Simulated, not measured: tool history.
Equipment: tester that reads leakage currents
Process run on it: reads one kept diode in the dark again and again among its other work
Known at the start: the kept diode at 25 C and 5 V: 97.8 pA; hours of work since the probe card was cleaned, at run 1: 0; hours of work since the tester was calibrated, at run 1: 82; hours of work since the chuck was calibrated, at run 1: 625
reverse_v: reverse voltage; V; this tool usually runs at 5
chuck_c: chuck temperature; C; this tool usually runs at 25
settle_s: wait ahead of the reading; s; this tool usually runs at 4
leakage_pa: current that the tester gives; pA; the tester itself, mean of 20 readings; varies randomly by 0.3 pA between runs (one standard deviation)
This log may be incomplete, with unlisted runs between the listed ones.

| run | hour | reverse_v | chuck_c | settle_s | hours of work since the probe card was cleaned | hours of work since the tester was calibrated | hours of work since the chuck was calibrated | leakage_pa |
|---|---|---|---|---|---|---|---|---|
| 1 | 0 | 5 | 25 | 4 | 0 | 82 | 625 | 102.46 |
| 2 | 182.1 | 5 | 32 | 4 | 97 | 180 | 722 | 176.99 |
| 3 | 304.5 | 5 | 32 | 4 | 163 | 245 | 787 | 177.59 |
| 4 | 433.1 | 5 | 32 | 4 | 232 | 314 | 856 | 178.21 |
| 5 | 553.7 | 5 | 32 | 4 | 296 | 379 | 921 | 178.86 |
| 6 | 628.6 | 5 | 25 | 4 | 336 | 419 | 961 | 105.8 |
| 7 | 769.2 | 11.34 | 25 | 4 | 411 | 494 | 1036 | 173.02 |
| 8 | 855.9 | 11.34 | 25 | 4 | 458 | 540 | 1082 | 174.17 |
|  | 983.5 | chuck's temperature calibrated |
| 9 | 1035.9 | 5 | 25 | 4 | 553 | 635 | 28 | 98.66 |
| 10 | 1166.7 | 5 | 25 | 4 | 623 | 705 | 98 | 99.29 |
| 11 | 1280.6 | 5 | 25 | 4 | 684 | 766 | 159 | 99.58 |
| 12 | 1461.1 | 5 | 25 | 4 | 780 | 863 | 255 | 100.49 |
| 13 | 1574.3 | 5 | 25 | 4 | 841 | 923 | 316 | 100.06 |
| 14 | 1752 | 5 | 25 | 3.4 | 936 | 1018 | 411 | 101.33 |
| 15 | 1935 | 5 | 21 | 0.33 | 1034 | 1116 | 509 | 78.2 |
| 16 | 2114.1 | 1.47 | 43 | 4 | 1130 | 1212 | 605 | 185.25 |
| 17 | 2195.4 | 18.85 | 51 | 0.53 | 1173 | 1255 | 648 | 1498.32 |
| 18 | 2338.4 | 2.54 | 27 | 0.74 | 1249 | 1332 | 725 | 80.71 |
| 19 | 2423.2 | 7.22 | 26 | 4 | 1295 | 1377 | 770 | 140.57 |
| 20 | 2514.9 | 6.67 | 32 | 2.96 | 1344 | 1426 | 819 | 211.86 |
| 21 | 2638.9 | 6.67 | 24 | 2.96 | 1410 | 1493 | 885 | 116.63 |
| 22 | 2723.2 | 6.67 | 24 | 2.96 | 1455 | 1538 | 930 | 116.77 |
| 23 | 2842 | 6.67 | 24 | 2.96 | 1519 | 1601 | 994 | 117.24 |
| 24 | 2952.6 | 6.67 | 49 | 0.35 | 1578 | 1660 | 1053 | 714.07 |

Forecast each of these 5 alternatives for the next run:
| A | 3067.9 | 1.69 | 51 | 0.7 | 1640 | 1722 | 1115 | ? |
| B | 3067.9 | 15.64 | 26 | 0.81 | 1640 | 1722 | 1115 | ? |
| C | 3067.9 | 11.33 | 50 | 0.35 | 1640 | 1722 | 1115 | ? |
| D | 3067.9 | 16.28 | 27 | 3.54 | 1640 | 1722 | 1115 | ? |
| E | 3067.9 | 18.8 | 21 | 2 | 1640 | 1722 | 1115 | ? |

| run | leakage_pa |
|---|---|
| A | 358.23 |
| B | 235.36 |
| C | 1059.24 |
| D | 256.49 |
| E | 180.8 |
Had the tool no hidden state, the same runs would have come out as:
| run | leakage_pa |
|---|---|
| A | 343.25 |
| B | 213.61 |
| C | 1010.37 |
| D | 233.15 |
| E | 158.87 |
